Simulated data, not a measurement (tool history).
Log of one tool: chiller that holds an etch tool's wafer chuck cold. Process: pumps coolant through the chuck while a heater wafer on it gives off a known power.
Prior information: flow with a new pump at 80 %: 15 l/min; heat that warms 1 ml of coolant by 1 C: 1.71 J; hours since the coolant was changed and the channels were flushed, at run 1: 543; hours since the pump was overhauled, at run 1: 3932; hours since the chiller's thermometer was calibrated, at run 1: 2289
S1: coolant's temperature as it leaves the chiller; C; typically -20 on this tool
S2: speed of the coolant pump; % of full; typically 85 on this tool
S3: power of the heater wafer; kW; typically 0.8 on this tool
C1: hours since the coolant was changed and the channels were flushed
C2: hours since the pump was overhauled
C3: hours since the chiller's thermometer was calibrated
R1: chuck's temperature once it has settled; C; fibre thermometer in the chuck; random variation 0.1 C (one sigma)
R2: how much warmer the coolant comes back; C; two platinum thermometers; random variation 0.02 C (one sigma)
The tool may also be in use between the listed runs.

{"run": 1, "hour": 0.0, "S1": -20, "S2": 85, "S3": 0.8, "C1": 543, "C2": 3932, "C3": 2289, "R1": -11.1, "R2": 1.86}
{"run": 2, "hour": 138.4, "S1": -20, "S2": 85, "S3": 0.8, "C1": 681, "C2": 4071, "C3": 2428, "R1": -11, "R2": 1.88}
{"run": 3, "hour": 229.3, "S1": -20, "S2": 85, "S3": 0.617, "C1": 772, "C2": 4162, "C3": 2518, "R1": -13.1, "R2": 1.45}
{"run": 4, "hour": 341.0, "S1": -20, "S2": 85, "S3": 0.8, "C1": 884, "C2": 4273, "C3": 2630, "R1": -11.2, "R2": 1.92}
{"run": 5, "hour": 462.6, "S1": -20, "S2": 85, "S3": 0.8, "C1": 1005, "C2": 4395, "C3": 2752, "R1": -11, "R2": 1.88}
{"run": 6, "hour": 524.9, "S1": -20, "S2": 85, "S3": 0.8, "C1": 1068, "C2": 4457, "C3": 2814, "R1": -10.9, "R2": 1.89}
{"run": 7, "hour": 656.9, "S1": -20, "S2": 85, "S3": 0.8, "C1": 1200, "C2": 4589, "C3": 2946, "R1": -11.1, "R2": 1.96}
{"run": 8, "hour": 724.2, "S1": -27, "S2": 85, "S3": 0.8, "C1": 1267, "C2": 4657, "C3": 3013, "R1": -17.9, "R2": 1.92}

For run 9, what comes out?
{"run": 9, "hour": 805.1, "S1": -21, "S2": 85, "S3": 0.72, "C1": 1348, "C2": 4737, "C3": 3094, "R1": "?", "R2": "?"}

Run 9 yielded R1 -12.6 C, R2 1.71 C.
If the tool had no hidden condition, the same run with the same run-to-run variation would have returned R1 -13.7 C, R2 1.58 C.
